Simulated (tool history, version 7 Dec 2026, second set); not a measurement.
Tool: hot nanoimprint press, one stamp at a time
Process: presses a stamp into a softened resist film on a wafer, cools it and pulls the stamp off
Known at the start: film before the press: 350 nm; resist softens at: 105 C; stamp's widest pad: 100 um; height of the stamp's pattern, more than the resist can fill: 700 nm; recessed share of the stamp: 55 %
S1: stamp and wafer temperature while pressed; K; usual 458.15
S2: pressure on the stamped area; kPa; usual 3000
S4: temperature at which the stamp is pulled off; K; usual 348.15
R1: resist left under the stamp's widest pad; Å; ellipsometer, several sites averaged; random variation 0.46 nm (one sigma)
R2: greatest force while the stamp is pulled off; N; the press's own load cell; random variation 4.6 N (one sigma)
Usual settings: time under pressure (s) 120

{"run": 1, "hour": 0.0, "S1": 458.15, "S2": 3000, "time under pressure (s)": 120, "S4": 348.15, "R1": 1282, "R2": 324}
{"run": 2, "hour": 69.7, "S1": 458.15, "S2": 3000, "time under pressure (s)": 120, "S4": 348.15, "R1": 1286, "R2": 343}
{"hour": 83.2, "done": "stamp cleaned and given a new release coat"}
{"run": 3, "hour": 157.2, "S1": 458.15, "S2": 3000, "time under pressure (s)": 120, "S4": 348.15, "R1": 1294, "R2": 248}
{"run": 4, "hour": 198.8, "S1": 458.15, "S2": 3000, "time under pressure (s)": 120, "S4": 342.15, "R1": 1301, "R2": 268}
{"hour": 254.7, "done": "plate thermocouple calibrated"}
{"run": 5, "hour": 257.5, "S1": 458.15, "S2": 3000, "time under pressure (s)": 120, "S4": 342.15, "R1": 1255, "R2": 277}
{"run": 6, "hour": 304.7, "S1": 458.15, "S2": 3000, "time under pressure (s)": 120, "S4": 347.15, "R1": 1257, "R2": 287}
{"run": 7, "hour": 363.7, "S1": 458.15, "S2": 2000, "time under pressure (s)": 120, "S4": 348.15, "R1": 1602, "R2": 298}
{"run": 8, "hour": 416.9, "S1": 458.15, "S2": 2000, "time under pressure (s)": 120, "S4": 348.15, "R1": 1605, "R2": 312}
{"run": 9, "hour": 451.5, "S1": 458.15, "S2": 3570, "time under pressure (s)": 120, "S4": 348.15, "R1": 1148, "R2": 324}
{"run": 10, "hour": 488.9, "S1": 458.15, "S2": 3000, "time under pressure (s)": 61, "S4": 348.15, "R1": 1604, "R2": 317}
{"hour": 515.6, "done": "stamp cleaned and given a new release coat"}
{"run": 11, "hour": 530.8, "S1": 458.15, "S2": 2540, "time under pressure (s)": 120, "S4": 348.15, "R1": 1415, "R2": 233}
{"run": 12, "hour": 576.4, "S1": 465.15, "S2": 2540, "time under pressure (s)": 120, "S4": 348.15, "R1": 1221, "R2": 248}
{"run": 13, "hour": 631.9, "S1": 449.15, "S2": 3000, "time under pressure (s)": 120, "S4": 348.15, "R1": 1634, "R2": 264}
{"hour": 675.3, "done": "press's hydraulic seals changed and the load cell set to zero"}
{"run": 14, "hour": 704.2, "S1": 449.15, "S2": 3000, "time under pressure (s)": 120, "S4": 348.15, "R1": 1621, "R2": 276}
{"run": 15, "hour": 752.5, "S1": 449.15, "S2": 3000, "time under pressure (s)": 120, "S4": 348.15, "R1": 1619, "R2": 287}
{"run": 16, "hour": 796.1, "S1": 453.15, "S2": 3280, "time under pressure (s)": 172, "S4": 346.15, "R1": 1240, "R2": 310}
{"run": 17, "hour": 830.3, "S1": 453.15, "S2": 3280, "time under pressure (s)": 122, "S4": 351.15, "R1": 1395, "R2": 304}
{"hour": 858.2, "done": "plate thermocouple calibrated"}
{"run": 18, "hour": 909.8, "S1": 466.15, "S2": 3000, "time under pressure (s)": 199, "S4": 339.15, "R1": 873, "R2": 338}
{"hour": 952.2, "done": "stamp cleaned and given a new release coat"}
{"run": 19, "hour": 993.1, "S1": 461.15, "S2": 3000, "time under pressure (s)": 120, "S4": 344.15, "R1": 1180, "R2": 241}
{"run": 20, "hour": 1048.2, "S1": 461.15, "S2": 3420, "time under pressure (s)": 150, "S4": 349.15, "R1": 1018, "R2": 239}
{"run": 21, "hour": 1094.4, "S1": 465.15, "S2": 2020, "time under pressure (s)": 136, "S4": 335.15, "R1": 1318, "R2": 274}
{"run": 22, "hour": 1151.9, "S1": 469.15, "S2": 2020, "time under pressure (s)": 136, "S4": 338.15, "R1": 1218, "R2": 309}
{"run": 23, "hour": 1190.9, "S1": 465.15, "S2": 2760, "time under pressure (s)": 77, "S4": 353.15, "R1": 1350, "R2": 283}
{"run": 24, "hour": 1224.6, "S1": 467.15, "S2": 2410, "time under pressure (s)": 160, "S4": 348.15, "R1": 1084, "R2": 313}
{"run": 25, "hour": 1285.6, "S1": 467.15, "S2": 2570, "time under pressure (s)": 120, "S4": 348.15, "R1": 1175, "R2": 296}
{"run": 26, "hour": 1333.2, "S1": 458.15, "S2": 2370, "time under pressure (s)": 116, "S4": 355.15, "R1": 1515, "R2": 311}
{"hour": 1380.5, "done": "stamp cleaned and given a new release coat"}
{"run": 27, "hour": 1395.2, "S1": 458.15, "S2": 2370, "time under pressure (s)": 116, "S4": 355.15, "R1": 1530, "R2": 225}
{"hour": 1460.8, "done": "plate thermocouple calibrated"}
{"run": 28, "hour": 1471.3, "S1": 458.15, "S2": 2370, "time under pressure (s)": 116, "S4": 355.15, "R1": 1477, "R2": 240}
{"run": 29, "hour": 1535.6, "S1": 469.15, "S2": 2370, "time under pressure (s)": 133, "S4": 355.15, "R1": 1109, "R2": 257}

Forecast each of these 4 alternatives for the next run:
{"run": "A", "hour": 1595.5, "S1": 461.15, "S2": 2370, "time under pressure (s)": 133, "S4": 355.15, "R1": "?", "R2": "?"}
{"run": "B", "hour": 1595.5, "S1": 469.15, "S2": 2050, "time under pressure (s)": 133, "S4": 355.15, "R1": "?", "R2": "?"}
{"run": "C", "hour": 1595.5, "S1": 452.15, "S2": 4020, "time under pressure (s)": 133, "S4": 338.15, "R1": "?", "R2": "?"}
{"run": "D", "hour": 1595.5, "S1": 458.15, "S2": 2930, "time under pressure (s)": 120, "S4": 356.15, "R1": "?", "R2": "?"}

run=A R1=1326 R2=268
run=B R1=1208 R2=268
run=C R1=1214 R2=313
run=D R1=1296 R2=262
Without the tool's hidden state the same runs would have given:
run=A R1=1286 R2=214
run=B R1=1175 R2=214
run=C R1=1159 R2=249
run=D R1=1250 R2=208

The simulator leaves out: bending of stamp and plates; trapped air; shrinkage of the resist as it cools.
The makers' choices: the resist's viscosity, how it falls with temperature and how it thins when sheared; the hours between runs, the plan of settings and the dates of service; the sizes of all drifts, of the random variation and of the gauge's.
